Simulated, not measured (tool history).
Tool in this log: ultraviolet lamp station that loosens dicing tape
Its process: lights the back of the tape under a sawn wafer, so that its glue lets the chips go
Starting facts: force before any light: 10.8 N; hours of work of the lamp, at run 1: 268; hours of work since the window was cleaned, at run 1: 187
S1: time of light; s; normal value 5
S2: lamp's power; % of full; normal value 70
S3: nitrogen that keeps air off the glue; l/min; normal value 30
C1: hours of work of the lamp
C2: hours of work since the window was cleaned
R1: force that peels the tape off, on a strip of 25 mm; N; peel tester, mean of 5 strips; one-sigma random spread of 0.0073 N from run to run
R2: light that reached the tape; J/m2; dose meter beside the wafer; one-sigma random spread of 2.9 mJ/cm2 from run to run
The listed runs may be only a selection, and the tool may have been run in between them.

run,hour,S1,S2,S3,C1,C2,R1,R2
1,0,5,70,30,268,187,0.35,3720
2,63.5,5,70,30,316,234,0.364,3680
3,146.1,5,70,30,378,296,0.411,3570
# hour 191.3: window cleaned of glue's vapour
4,244.7,5,70,30,452,40,0.501,3290
# hour 337.6: window cleaned of glue's vapour, once more
5,339.3,5,70,30,523,1,0.339,3750
6,424.4,5,70,30,586,65,0.37,3630
7,482.5,5,70,30,630,109,0.39,3590
8,536.1,5,70,30,670,149,0.418,3520
9,614.1,5,70,30,729,208,0.458,3430
10,677,5,70,30,776,255,0.498,3310
# hour 773.4: window cleaned of glue's vapour
11,773.4,5,70,9,848,0,1.346,3490
12,866.4,5,70,9,918,70,1.441,3440
13,964.2,5,70,9,992,143,1.498,3280
14,1032.7,5,70,9,1043,195,1.563,3210
15,1125.7,5,70,9,1113,265,1.661,3060
16,1190.5,5,70,9,1162,313,1.767,3030
# hour 1211.6: window cleaned of glue's vapour
17,1257.4,5,70,9,1212,34,1.586,3210
18,1311.2,5,70,9,1252,75,1.635,3150
19,1374.6,5,70,9,1300,123,1.636,3100
20,1442.8,9,70,31,1351,174,0.124,5390
21,1501,9,70,31,1395,217,0.138,5310
22,1551.4,9,70,31,1433,255,0.135,5170
23,1613.2,9,70,31,1479,302,0.151,5110
# hour 1648: window cleaned of glue's vapour
24,1669.4,5,76,30,1521,16,0.543,3190
25,1716,5,76,30,1556,51,0.571,3140
26,1772.4,7,80,54,1598,93,0.12,4600
27,1870.2,4,65,34,1672,167,1.383,2050
28,1952.6,3,79,31,1734,229,1.848,1820
29,2024.5,3,79,31,1788,283,1.982,1740
30,2082,4,96,39,1831,326,0.627,2800
# hour 2087: window cleaned of glue's vapour
# hour 2159.7: lamp changed
31,2159.7,5,70,51,0,54,0.17,4000
32,2234.3,5,70,51,56,110,0.18,3930
33,2302.3,5,70,51,107,161,0.2,3880
34,2378.4,3,70,30,164,218,1.306,2230
35,2463,4,86,30,228,282,0.397,3570
# hour 2529.3: window cleaned of glue's vapour
36,2540.9,5,70,44,286,9,0.217,3870
37,2632.7,5,70,44,355,78,0.242,3730
38,2696.8,5,72,20,403,126,0.531,3770

Hidden condition of the tool, last listed run before each entry between runs versus first listed run after:
Between runs 3 and 4: window cleaned of glue's vapour (hour 191.3)
  lamp's light, % of a new lamp's: 93.3 -> 92; light that the window lets through, % of a clean one's: 91.9 -> 86.8
  measured less the result without the state, R1: +0.149 -> +0.242 N; R2: -590 -> -840 J/m2
Between runs 4 and 5: window cleaned of glue's vapour, once more (hour 337.6)
  lamp's light, % of a new lamp's: 92 -> 90.7; light that the window lets through, % of a clean one's: 86.8 -> 99.9
  measured less the result without the state, R1: +0.242 -> +0.086 N; R2: -840 -> -390 J/m2
Between runs 10 and 11: window cleaned of glue's vapour (hour 773.4)
  lamp's light, % of a new lamp's: 86.4 -> 85.2; light that the window lets through, % of a clean one's: 93.4 -> 99.7
  measured less the result without the state, R1: +0.229 -> +0.403 N; R2: -790 -> -630 J/m2
Between runs 16 and 17: window cleaned of glue's vapour (hour 1211.6)
  lamp's light, % of a new lamp's: 79.5 -> 78.6; light that the window lets through, % of a clean one's: 92 -> 99
  measured less the result without the state, R1: +0.835 -> +0.65 N; R2: -1120 -> -910 J/m2
Between runs 23 and 24: window cleaned of glue's vapour (hour 1648)
  lamp's light, % of a new lamp's: 73.7 -> 73; light that the window lets through, % of a clean one's: 92.4 -> 98.6
  measured less the result without the state, R1: +0.068 -> +0.326 N; R2: -2390 -> -1250 J/m2
Between runs 30 and 31: window cleaned of glue's vapour (hour 2087); lamp changed (hour 2159.7)
  lamp's light, % of a new lamp's: 67.3 -> 99.1; light that the window lets through, % of a clean one's: 91.2 -> 98.6
  measured less the result without the state, R1: +0.469 -> +0.01 N; R2: -1760 -> -90 J/m2
Between runs 35 and 36: window cleaned of glue's vapour (hour 2529.3)
  lamp's light, % of a new lamp's: 95 -> 93.9; light that the window lets through, % of a clean one's: 93.1 -> 99.4
  measured less the result without the state, R1: +0.12 -> +0.039 N; R2: -460 -> -280 J/m2

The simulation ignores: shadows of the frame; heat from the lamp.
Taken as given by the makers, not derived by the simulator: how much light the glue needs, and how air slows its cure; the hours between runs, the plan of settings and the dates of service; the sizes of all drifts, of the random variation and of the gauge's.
